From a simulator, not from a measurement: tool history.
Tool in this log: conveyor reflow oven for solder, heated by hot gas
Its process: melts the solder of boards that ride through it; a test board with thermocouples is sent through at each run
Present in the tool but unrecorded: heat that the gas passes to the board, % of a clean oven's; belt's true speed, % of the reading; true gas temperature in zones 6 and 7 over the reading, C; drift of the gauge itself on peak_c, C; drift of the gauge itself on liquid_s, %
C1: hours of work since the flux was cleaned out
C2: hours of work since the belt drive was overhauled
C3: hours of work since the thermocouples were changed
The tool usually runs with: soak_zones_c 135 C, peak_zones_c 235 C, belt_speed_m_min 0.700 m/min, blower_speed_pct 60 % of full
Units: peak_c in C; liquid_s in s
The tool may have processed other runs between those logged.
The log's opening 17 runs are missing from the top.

Run 18, day 14.200: usual settings but soak_zones_c 146 C, peak_zones_c 238 C, belt_speed_m_min 0.654 m/min, blower_speed_pct 50 % of full; C1 341; C2 27; C3 52. Result: peak_c 224.0 C, liquid_s 54.8 s.
Run 19, day 14.854: usual settings but peak_zones_c 225 C, blower_speed_pct 53 % of full; C1 348; C2 33; C3 59. Result: peak_c 209.1 C, liquid_s 38.7 s.
At day 15.400: belt drive overhauled, speed set with a stopwatch, once more.
Run 20, day 15.750: usual settings but peak_zones_c 225 C, blower_speed_pct 53 % of full; C1 355; C2 3; C3 66. Result: peak_c 208.5 C, liquid_s 38.2 s.
Run 21, day 16.796: usual settings but peak_zones_c 225 C, blower_speed_pct 53 % of full; C1 365; C2 14; C3 76. Result: peak_c 209.0 C, liquid_s 38.4 s.
Run 22, day 17.646: usual settings but belt_speed_m_min 0.753 m/min, blower_speed_pct 59 % of full; C1 374; C2 22; C3 85. Result: peak_c 216.1 C, liquid_s 40.4 s.
Run 23, day 18.475: usual settings but soak_zones_c 149 C, belt_speed_m_min 0.640 m/min, blower_speed_pct 62 % of full; C1 382; C2 30; C3 93. Result: peak_c 223.7 C, liquid_s 56.9 s.
Run 24, day 18.954: usual settings but soak_zones_c 149 C, peak_zones_c 241 C, belt_speed_m_min 0.640 m/min, blower_speed_pct 79 % of full; C1 386; C2 35; C3 97. Result: peak_c 231.2 C, liquid_s 60.7 s.
At day 19.417: flux residue cleaned out of gas plates and filters.
Run 25, day 20.096: usual settings but peak_zones_c 239 C, blower_speed_pct 55 % of full; C1 7; C2 44; C3 107. Result: peak_c 223.3 C, liquid_s 47.7 s.
Run 26, day 20.588: usual settings but soak_zones_c 122 C, peak_zones_c 239 C, belt_speed_m_min 0.602 m/min; C1 12; C2 49; C3 111. Result: peak_c 227.7 C, liquid_s 55.6 s.
Run 27, day 21.383: usual settings but peak_zones_c 244 C, belt_speed_m_min 0.651 m/min; C1 19; C2 57; C3 119. Result: peak_c 230.9 C, liquid_s 55.7 s.
Run 28, day 22.142: usual settings but soak_zones_c 127 C, belt_speed_m_min 0.805 m/min, blower_speed_pct 73 % of full; C1 27; C2 64; C3 127. Result: peak_c 217.8 C, liquid_s 36.8 s.
Run 29, day 23.208: usual settings but soak_zones_c 142 C, belt_speed_m_min 0.805 m/min, blower_speed_pct 73 % of full; C1 37; C2 75; C3 137. Result: peak_c 219.4 C, liquid_s 41.7 s.
Run 30, day 23.800: usual settings but soak_zones_c 142 C, belt_speed_m_min 0.805 m/min, blower_speed_pct 85 % of full; C1 43; C2 80; C3 143. Result: peak_c 221.8 C, liquid_s 42.8 s.

Consider 5 possible next runs. They are alternatives, not a sequence: every one starts from the tool as it was left by run 30. What does each give?
Run A, day 24.883: usual settings but soak_zones_c 127 C, peak_zones_c 250 C, belt_speed_m_min 0.805 m/min, blower_speed_pct 59 % of full; C1 54; C2 91; C3 154. Result: peak_c ?, liquid_s ?.
Run B, day 24.883: usual settings but soak_zones_c 147 C, peak_zones_c 237 C, blower_speed_pct 52 % of full; C1 54; C2 91; C3 154. Result: peak_c ?, liquid_s ?.
Run C, day 24.883: usual settings but soak_zones_c 142 C, peak_zones_c 245 C, belt_speed_m_min 0.651 m/min, blower_speed_pct 55 % of full; C1 54; C2 91; C3 154. Result: peak_c ?, liquid_s ?.
Run D, day 24.883: usual settings but soak_zones_c 145 C, peak_zones_c 244 C, belt_speed_m_min 0.801 m/min; C1 54; C2 91; C3 154. Result: peak_c ?, liquid_s ?.
Run E, day 24.883: usual settings but soak_zones_c 142 C, belt_speed_m_min 0.805 m/min, blower_speed_pct 64 % of full; C1 54; C2 91; C3 154. Result: peak_c ?, liquid_s ?.

run  peak_c  liquid_s
  A   227.3      41.3
  B   222.6      50.9
  C   231.1      57.8
  D   226.4      45.0
  E   217.9      40.4
Take away the tool's hidden state, keep each run's random variation, and the runs would have read:
run  peak_c  liquid_s
  A   227.9      41.5
  B   223.1      51.1
  C   231.5      57.9
  D   226.9      45.2
  E   218.5      40.7
